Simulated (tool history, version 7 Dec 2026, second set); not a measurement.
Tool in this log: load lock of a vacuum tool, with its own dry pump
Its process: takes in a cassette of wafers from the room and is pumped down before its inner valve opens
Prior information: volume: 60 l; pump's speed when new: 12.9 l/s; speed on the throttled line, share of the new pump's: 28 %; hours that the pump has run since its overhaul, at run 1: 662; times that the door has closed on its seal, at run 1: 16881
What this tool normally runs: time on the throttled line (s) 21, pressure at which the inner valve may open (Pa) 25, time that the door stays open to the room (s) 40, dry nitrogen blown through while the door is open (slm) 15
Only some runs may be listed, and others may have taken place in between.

| run | hour | time on the throttled line (s) | pressure at which the inner valve may open (Pa) | time that the door stays open to the room (s) | dry nitrogen blown through while the door is open (slm) | hours that the pump has run since its overhaul | times that the door has closed on its seal | incoming humidity of the room's air, % | time from the closed door until the inner valve may open (s) | rise of the pressure with all valves shut (Pa/min) |
|---|---|---|---|---|---|---|---|---|---|---|
| 1 | 0 | 21 | 25 | 40 | 15 | 662 | 16881 | 44.9 | 53.1 | 0.107 |
| 2 | 84.9 | 21 | 25 | 40 | 15 | 747 | 17199 | 43.5 | 54 | 0.106 |
| 3 | 161.6 | 21 | 25 | 40 | 15 | 824 | 17485 | 42.9 | 54.1 | 0.107 |
| 4 | 220.7 | 21 | 25 | 40 | 15 | 883 | 17706 | 45.2 | 54.1 | 0.11 |
| 5 | 321.1 | 21 | 25 | 40 | 15 | 984 | 18081 | 45 | 53.9 | 0.117 |
| 6 | 433.9 | 21 | 25 | 40 | 15 | 1096 | 18502 | 42.8 | 54.2 | 0.121 |
| 7 | 543.4 | 21 | 25 | 40 | 15 | 1206 | 18911 | 47.6 | 53.7 | 0.127 |
| 8 | 658.9 | 21 | 25 | 40 | 15 | 1321 | 19342 | 42.8 | 54.1 | 0.127 |
| 9 | 745.4 | 21 | 25 | 40 | 15 | 1408 | 19666 | 44.9 | 54.9 | 0.125 |
| 10 | 865.7 | 21 | 25 | 40 | 15 | 1528 | 20115 | 44 | 53.3 | 0.131 |
| 11 | 936 | 21 | 21 | 40 | 15 | 1598 | 20378 | 46 | 55 | 0.136 |
| 12 | 1012.1 | 21 | 21 | 40 | 15 | 1675 | 20661 | 46.8 | 55.8 | 0.136 |
| 13 | 1105.3 | 21 | 48 | 40 | 15 | 1768 | 21010 | 46.4 | 50.6 | 0.147 |
| 14 | 1184.4 | 21 | 48 | 40 | 15 | 1847 | 21305 | 47.2 | 51.6 | 0.143 |
| 15 | 1254.7 | 21 | 33 | 40 | 15 | 1917 | 21568 | 46.6 | 52.7 | 0.143 |
| 16 | 1352 | 32 | 45 | 41 | 31 | 2014 | 21931 | 43 | 59.6 | 0.147 |
| 17 | 1437.1 | 32 | 45 | 41 | 6 | 2100 | 22249 | 45.8 | 59.6 | 0.165 |
| 18 | 1537.2 | 10 | 26 | 26 | 8 | 2200 | 22623 | 45.2 | 47 | 0.154 |
| 19 | 1602.2 | 21 | 28 | 48 | 16 | 2265 | 22866 | 45.9 | 53.5 | 0.163 |
| 20 | 1721.6 | 38 | 25 | 40 | 15 | 2384 | 23312 | 47.7 | 66.9 | 0.167 |
| 21 | 1793.3 | 20 | 25 | 86 | 15 | 2456 | 23579 | 45.3 | 54.3 | 0.181 |
| 22 | 1908.6 | 21 | 28 | 40 | 45 | 2571 | 24010 | 44.1 | 54 | 0.159 |
| 23 | 1973 | 21 | 28 | 33 | 45 | 2635 | 24250 | 44.3 | 53.7 | 0.16 |
| 24 | 2034.6 | 28 | 25 | 40 | 34 | 2697 | 24481 | 45.9 | 59.5 | 0.174 |
| 25 | 2144.5 | 28 | 25 | 40 | 34 | 2807 | 24891 | 48.1 | 60.2 | 0.174 |
| 26 | 2219.7 | 28 | 25 | 40 | 34 | 2882 | 25172 | 44.3 | 60.2 | 0.178 |
| 27 | 2323.8 | 29 | 25 | 40 | 8 | 2986 | 25561 | 47.9 | 61.2 | 0.195 |
| 28 | 2400.3 | 28 | 25 | 40 | 8 | 3063 | 25846 | 42.5 | 60.6 | 0.197 |

Some steps in time from the closed door until the inner valve may open (s), run to run, broken into two amounts with sign: the step expected even without the hidden condition (settings, incoming material, random variation), and the rest, left for the hidden condition together with whatever gauge scatter is not in both the measured and the hidden-condition-free result:
What the log doesn't record here: pump's speed, % of a new pump's; leak at the door's seal, Pa l/s; drift of the gauge itself on ready_s, %; drift of the gauge itself on rise_pa_min, %.
Run 1 -> 2: no setting touched and nothing written in the log between the runs. time from the closed door until the inner valve may open (s) +0.9: hidden state +0.1, all else +0.8.
Run 17 -> 18: time on the throttled line (s) 32 -> 10, pressure at which the inner valve may open (Pa) 45 -> 26, time that the door stays open to the room (s) 41 -> 26, dry nitrogen blown through while the door is open (slm) 6 -> 8. time from the closed door until the inner valve may open (s) -12.6: hidden state +0.2, all else -12.8.
Run 19 -> 20: time on the throttled line (s) 21 -> 38, pressure at which the inner valve may open (Pa) 28 -> 25, time that the door stays open to the room (s) 48 -> 40, dry nitrogen blown through while the door is open (slm) 16 -> 15. time from the closed door until the inner valve may open (s) +13.4: hidden state +0, all else +13.4.
Run 20 -> 21: time on the throttled line (s) 38 -> 20, time that the door stays open to the room (s) 40 -> 86. time from the closed door until the inner valve may open (s) -12.6: hidden state +0, all else -12.6.
